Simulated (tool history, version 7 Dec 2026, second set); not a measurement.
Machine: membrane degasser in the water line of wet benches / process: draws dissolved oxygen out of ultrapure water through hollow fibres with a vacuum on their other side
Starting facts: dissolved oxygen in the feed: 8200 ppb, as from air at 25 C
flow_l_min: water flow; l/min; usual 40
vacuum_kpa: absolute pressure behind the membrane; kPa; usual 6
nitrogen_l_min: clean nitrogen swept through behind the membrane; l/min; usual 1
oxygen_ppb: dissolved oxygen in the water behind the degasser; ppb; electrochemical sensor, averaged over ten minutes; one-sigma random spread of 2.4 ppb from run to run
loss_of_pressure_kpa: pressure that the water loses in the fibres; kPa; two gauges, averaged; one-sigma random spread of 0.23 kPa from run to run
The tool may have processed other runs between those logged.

run	day	flow_l_min	vacuum_kpa	nitrogen_l_min	oxygen_ppb	loss_of_pressure_kpa
1	0	40	6	1	242.8	59.06
2	6.179	40	6	1	242.5	58.94
3	12.25	40	6	1	237.4	59.4
4	16.942	40	6	1	240.5	59.36
5	19.75	40	6	1	243.7	59.17
6	26.046	40	6.94	1	317.8	59.49
7	31.175	40	6.94	1	311.5	59.4
# day 35.017: vacuum gauge calibrated
8	35.325	29	5.27	1.17	115.9	43.11
9	41.662	30	10.82	1.17	412.5	44.86
10	46.492	37	9.59	1.2	417.2	55.07
11	49.742	37	9.59	1.2	415.4	55.06

What does the tool deliver on the next run?
# day 52.271: seals of the vacuum lines changed
12	54.629	29	7.11	0.52	?	?

{"run 12": {"oxygen_ppb": 391.6, "loss_of_pressure_kpa": 43.03}}
On a tool with no hidden condition, and with the same random variation, this run would have come out at oxygen_ppb 391.6 ppb, loss_of_pressure_kpa 42.67 kPa.
